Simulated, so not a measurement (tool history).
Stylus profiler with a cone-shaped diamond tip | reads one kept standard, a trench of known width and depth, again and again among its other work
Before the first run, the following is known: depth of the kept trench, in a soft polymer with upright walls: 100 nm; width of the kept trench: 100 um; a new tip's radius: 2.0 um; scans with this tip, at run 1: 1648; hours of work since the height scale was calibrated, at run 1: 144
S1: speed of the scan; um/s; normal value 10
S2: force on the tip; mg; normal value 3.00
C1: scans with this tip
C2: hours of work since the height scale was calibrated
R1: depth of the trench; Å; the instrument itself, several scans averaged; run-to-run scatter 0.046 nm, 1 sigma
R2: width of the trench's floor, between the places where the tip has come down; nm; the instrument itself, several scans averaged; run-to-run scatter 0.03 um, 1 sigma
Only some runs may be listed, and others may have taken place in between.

run    hour  S1    S2    C1   C2      R1     R2
  1     0.0  10  3.00  1648  144  1020.1  98440
  2    72.5   6  3.00  2088  182  1018.8  98390
  3   150.9  12  3.00  2564  224  1019.3  98320
  4   252.9  12  3.00  3184  278  1020.5  98260
  5   371.9  12  3.00  3907  341  1019.1  98160
  6   425.1  12  2.05  4230  370  1015.1  98060
  7   476.4  12  2.05  4541  397  1015.6  98120
  8   571.5  12  2.05  5119  447  1015.7  97990
  9   639.1  12  2.05  5530  483  1016.3  98070
 10   710.9  12  2.05  5966  521  1016.6  98010
 11   821.6  12  2.05  6638  580  1015.8  97970
 12   911.7   8  3.00  7185  628  1021.6  97900
 13  1028.2   8  3.00  7893  690  1021.1  97820
 14  1090.3   8  3.00  8270  722  1022.0  97800
 15  1164.7   8  3.00  8722  762  1020.9  97770
     1180.4  -- new tip fitted, height scale calibrated
 16  1267.9   8  3.00   531   46  1019.5  98560
 17  1331.5  10  3.00   918   80  1018.5  98490
 18  1405.9   2  3.00  1370  120  1019.4  98550
 19  1490.4  10  3.00  1883  165  1019.2  98500
 20  1579.8  10  3.00  2426  212  1020.1  98330
 21  1630.7  10  2.72  2735  239  1018.1  98330
 22  1741.6  10  2.72  3409  298  1019.0  98260
 23  1804.4  10  3.00  3790  331  1019.5  98200
 24  1878.0  10  3.00  4237  370  1020.2  98150
 25  1987.1   5  1.70  4900  428  1014.6  98110
 26  2088.8   5  1.70  5517  482  1014.4  98110
 27  2201.2   5  1.70  6200  542  1015.0  98000
 28  2252.8   5  1.70  6513  569  1014.8  97930
 29  2347.5   5  1.70  7089  619  1014.8  97930
 30  2439.6   5  1.70  7648  668  1015.5  97880
 31  2547.4  20  1.01  8303  725  1011.7  97670
 32  2614.6  40  2.09  8711  761  1017.4  97560
     2631.3  -- new tip fitted, height scale calibrated
 33  2684.7  40  2.09   325   28  1014.0  98480
 34  2771.4  40  2.09   851   74  1014.3  98310
 35  2881.8  17  2.09  1522  133  1014.8  98450
 36  2970.6  13  3.00  2061  180  1019.7  98390
 37  3028.5   4  5.18  2413  211  1027.3  98440
 38  3114.6   4  5.18  2936  256  1027.4  98370
 39  3193.6   9  1.30  3416  298  1011.4  98300
 40  3249.7   9  1.30  3756  328  1011.8  98230
 41  3349.7   9  1.76  4364  381  1013.6  98170
 42  3427.3   9  1.76  4835  422  1014.3  98090
 43  3522.3   9  1.76  5412  473  1015.0  98050
 44  3638.8   9  1.76  6120  535  1015.5  97950
 45  3688.5   9  1.76  6422  561  1014.7  97970
 46  3745.9   9  1.76  6770  591  1015.1  98030

Hidden state or all else? Some run-to-run changes of R1, split into what the settings, what came in and random variation would give without the hidden state, and what is left for the hidden state (with any gauge scatter that isn't in both results):
Hidden state at play: radius of the tip, um; height scale over the true one, %; drift of the gauge itself on depth_nm, %; drift of the gauge itself on floor_um, %.
Run 4 -> 5: no setting touched and nothing written in the log between the runs. R1 -1.4 Å: hidden state +0.3, all else -1.7.
Run 11 -> 12: S1 12 -> 8, S2 2.05 -> 3.00. R1 +5.8 Å: hidden state +0.2, all else +5.6.
Run 15 -> 16: new tip fitted, height scale calibrated. R1 -1.4 Å: hidden state -2.6, all else +1.2.
Run 32 -> 33: new tip fitted, height scale calibrated. R1 -3.4 Å: hidden state -3.0, all else -0.4.
Run 36 -> 37: S1 13 -> 4, S2 3.00 -> 5.18. R1 +7.6 Å: hidden state +0.1, all else +7.5.
Run 38 -> 39: S1 4 -> 9, S2 5.18 -> 1.30. R1 -16.0 Å: hidden state +0.2, all else -16.2.

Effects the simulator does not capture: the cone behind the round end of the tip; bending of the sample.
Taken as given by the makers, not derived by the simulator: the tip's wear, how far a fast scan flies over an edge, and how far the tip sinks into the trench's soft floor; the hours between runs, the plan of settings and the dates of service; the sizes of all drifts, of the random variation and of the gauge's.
